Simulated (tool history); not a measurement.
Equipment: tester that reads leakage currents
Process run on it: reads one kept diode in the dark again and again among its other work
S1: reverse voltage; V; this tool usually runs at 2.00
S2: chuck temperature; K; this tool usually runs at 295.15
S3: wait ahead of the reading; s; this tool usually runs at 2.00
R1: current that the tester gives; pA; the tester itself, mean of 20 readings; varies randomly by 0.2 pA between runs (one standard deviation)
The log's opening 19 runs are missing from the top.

run    hour     S1      S2    S3      R1
 20  1828.7   2.00  323.15  2.00  433.10
 21  1919.2  13.62  293.15  0.32  161.41
 22  2007.4   1.66  295.15  3.04   62.86
     2105.5  -- chuck's temperature calibrated
 23  2109.4   1.20  309.15  0.95  138.56
 24  2189.4   1.05  295.15  2.00   49.87
     2204.0  -- tester calibrated
 25  2305.8   2.39  301.15  6.11  111.53
 26  2402.7   2.00  315.15  0.94  259.14
 27  2481.9   2.61  333.15  0.74  872.80
 28  2612.8   1.55  313.15  2.00  202.76
 29  2696.0   1.55  313.15  2.00  204.28
 30  2758.4   3.06  300.15  2.00  119.40
 31  2863.9   2.00  317.15  2.00  297.61
 32  2949.9   9.53  295.15  2.00  148.40
     2992.5  -- tester calibrated, once more
 33  3055.3   1.03  295.15  2.00   49.08
 34  3162.8   1.03  295.15  2.00   49.25
 35  3254.2   1.21  306.15  7.75  113.00
 36  3341.3  11.41  304.15  0.31  297.47
 37  3411.3   8.02  324.15  0.33  856.00
 38  3542.5   3.97  298.15  0.33  119.25
 39  3660.5   3.97  298.15  0.33  119.48

Below are 3 alternative next runs, each starting from the tool's condition after run 39. Predict each:
  A  3782.7   1.34  319.15  2.00   ?
  B  3782.7  11.31  295.15  2.06   ?
  C  3782.7   1.16  298.15  7.55   ?

run      R1
  A  278.31
  B  164.58
  C   65.21
Stripped of hidden state, with their random variation kept, the same runs would have yielded:
run      R1
  A  267.62
  B  139.35
  C   60.98

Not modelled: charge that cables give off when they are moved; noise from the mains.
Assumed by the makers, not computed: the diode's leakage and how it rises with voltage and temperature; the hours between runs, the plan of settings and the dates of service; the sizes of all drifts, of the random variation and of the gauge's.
